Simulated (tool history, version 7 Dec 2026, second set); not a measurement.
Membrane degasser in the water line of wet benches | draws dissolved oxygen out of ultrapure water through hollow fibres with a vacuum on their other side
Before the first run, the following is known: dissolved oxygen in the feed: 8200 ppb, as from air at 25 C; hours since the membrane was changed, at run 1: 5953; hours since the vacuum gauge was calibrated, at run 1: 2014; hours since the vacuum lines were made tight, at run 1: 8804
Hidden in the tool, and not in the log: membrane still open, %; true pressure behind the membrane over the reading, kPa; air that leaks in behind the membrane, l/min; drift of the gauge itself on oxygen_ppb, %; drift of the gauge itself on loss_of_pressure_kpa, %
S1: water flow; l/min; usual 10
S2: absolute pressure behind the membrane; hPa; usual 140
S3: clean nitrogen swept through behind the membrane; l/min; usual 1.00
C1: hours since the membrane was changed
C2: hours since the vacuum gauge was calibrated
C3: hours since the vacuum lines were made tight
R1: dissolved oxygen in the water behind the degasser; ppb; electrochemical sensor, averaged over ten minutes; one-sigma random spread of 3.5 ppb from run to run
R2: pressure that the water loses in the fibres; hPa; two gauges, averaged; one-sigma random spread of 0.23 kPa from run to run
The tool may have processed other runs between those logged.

run	hour	S1	S2	S3	C1	C2	C3	R1	R2
1	0.0	10	140	1.00	5953	2014	8804	367.4	612.1
2	128.6	10	140	1.00	6081	2142	8932	369.7	611.4
3	307.3	10	140	1.00	6260	2321	9111	368.1	608.8
4	505.2	10	140	1.00	6458	2519	9309	365.8	607.6
5	607.4	10	140	1.93	6560	2621	9411	263.0	613.9
6	807.3	10	140	1.44	6760	2821	9611	299.0	614.5
7	933.0	10	140	1.44	6886	2947	9737	299.6	616.1
8	1052.0	10	140	2.39	7005	3065	9856	236.1	617.5
9	1154.5	10	140	1.00	7107	3168	9958	372.6	613.0
# hour 1229.4: seals of the vacuum lines changed
10	1328.3	10	140	1.00	7279	3340	99	366.2	618.4
11	1493.7	10	140	1.00	7445	3505	264	366.3	615.5
12	1603.9	10	140	1.00	7555	3615	375	368.8	617.1
13	1706.1	10	140	1.00	7657	3718	477	374.4	616.9
14	1793.2	7	140	1.00	7744	3805	564	223.1	433.0
15	1966.2	7	140	1.00	7917	3978	737	230.0	432.9
16	2057.2	7	140	1.00	8008	4069	828	226.1	432.2
17	2142.8	7	142	0.93	8094	4154	913	242.1	430.7
18	2246.3	7	142	0.93	8197	4258	1017	245.3	437.5
19	2400.6	6	191	0.93	8351	4412	1171	270.8	372.9
20	2484.9	7	140	2.42	8436	4496	1256	125.2	429.9
21	2654.4	14	120	2.28	8605	4666	1425	400.3	871.3
22	2773.1	10	120	1.05	8724	4785	1544	325.6	620.2
23	2944.5	11	120	1.05	8895	4956	1715	372.7	680.1
24	3039.7	9	179	2.49	8991	5051	1810	227.9	559.7
25	3157.9	10	133	2.26	9109	5169	1928	237.8	624.7
26	3351.7	9	153	1.18	9302	5363	2122	316.5	559.7
27	3452.3	8	140	1.00	9403	5464	2223	275.9	495.0
28	3627.7	7	158	0.47	9578	5639	2398	462.3	439.2
29	3756.7	7	158	0.47	9707	5768	2527	467.4	432.7
30	3883.2	7	158	0.72	9834	5895	2654	332.8	437.8
31	4017.3	10	209	0.42	9968	6029	2788	949.0	625.4
32	4100.4	10	140	2.50	10051	6112	2871	240.2	624.4

Predict each of these 3 candidate next runs independently; none follows another, all start after run 32:
A	4267.5	11	302	0.47	10218	6279	3038	?	?
B	4267.5	9	270	1.00	10218	6279	3038	?	?
C	4267.5	6	273	1.67	10218	6279	3038	?	?

run	R1	R2
A	1339.5	690.3
B	574.1	558.3
C	241.0	375.1
Without the tool's unlogged condition, the same runs would have read:
run	R1	R2
A	1303.8	652.8
B	547.0	528.0
C	228.3	354.8
